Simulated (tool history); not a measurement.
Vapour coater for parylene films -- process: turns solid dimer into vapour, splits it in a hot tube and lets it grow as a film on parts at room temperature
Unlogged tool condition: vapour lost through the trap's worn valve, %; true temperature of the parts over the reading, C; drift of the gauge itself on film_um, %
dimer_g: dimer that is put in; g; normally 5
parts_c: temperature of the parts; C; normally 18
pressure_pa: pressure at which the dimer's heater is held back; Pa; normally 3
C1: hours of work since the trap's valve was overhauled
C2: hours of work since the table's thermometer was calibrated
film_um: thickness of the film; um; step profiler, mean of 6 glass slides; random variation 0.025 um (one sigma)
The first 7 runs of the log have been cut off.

run 8 hour=207.3 | dimer_g=5 parts_c=18 pressure_pa=8.14 | C1=413 C2=939 | film_um=2.92
run 9 hour=255.7 | dimer_g=5 parts_c=18 pressure_pa=10.3 | C1=454 C2=981 | film_um=2.78
-- hour=275.4 trap's valve overhauled
run 10 hour=300.4 | dimer_g=5 parts_c=18 pressure_pa=10.3 | C1=21 C2=1016 | film_um=2.91
run 11 hour=325 | dimer_g=5 parts_c=18 pressure_pa=10.3 | C1=42 C2=1037 | film_um=2.92
run 12 hour=351.4 | dimer_g=5 parts_c=18 pressure_pa=3 | C1=65 C2=1059 | film_um=3.86
run 13 hour=382.5 | dimer_g=5 parts_c=18 pressure_pa=3 | C1=92 C2=1086 | film_um=3.84
run 14 hour=431.4 | dimer_g=5 parts_c=18 pressure_pa=3.05 | C1=133 C2=1128 | film_um=3.84
run 15 hour=481.2 | dimer_g=5 parts_c=18 pressure_pa=3.05 | C1=176 C2=1170 | film_um=3.85
run 16 hour=509.6 | dimer_g=5 parts_c=18 pressure_pa=3.05 | C1=200 C2=1194 | film_um=3.8
run 17 hour=560.3 | dimer_g=5 parts_c=18 pressure_pa=2.53 | C1=244 C2=1238 | film_um=3.99
run 18 hour=592.6 | dimer_g=5 parts_c=18 pressure_pa=2.53 | C1=271 C2=1265 | film_um=3.94
run 19 hour=618.1 | dimer_g=5 parts_c=18 pressure_pa=2.53 | C1=293 C2=1287 | film_um=3.91
run 20 hour=650.9 | dimer_g=5 parts_c=18 pressure_pa=2.53 | C1=321 C2=1315 | film_um=3.98
run 21 hour=694.8 | dimer_g=5 parts_c=18 pressure_pa=2.53 | C1=359 C2=1353 | film_um=3.95
run 22 hour=731.9 | dimer_g=5 parts_c=18 pressure_pa=2.53 | C1=390 C2=1384 | film_um=3.96
-- hour=753.2 table's thermometer calibrated
run 23 hour=778.4 | dimer_g=5 parts_c=18 pressure_pa=9.2 | C1=429 C2=22 | film_um=2.69

The next listed run, before its measurement:
run 24 hour=802.2 | dimer_g=2 parts_c=18 pressure_pa=9.76 | C1=449 C2=42 | film_um=?

{"run 24": {"film_um": 1.06}}
With the hidden condition absent and the run-to-run variation left alone, this run would have shown film_um 1.13 um.
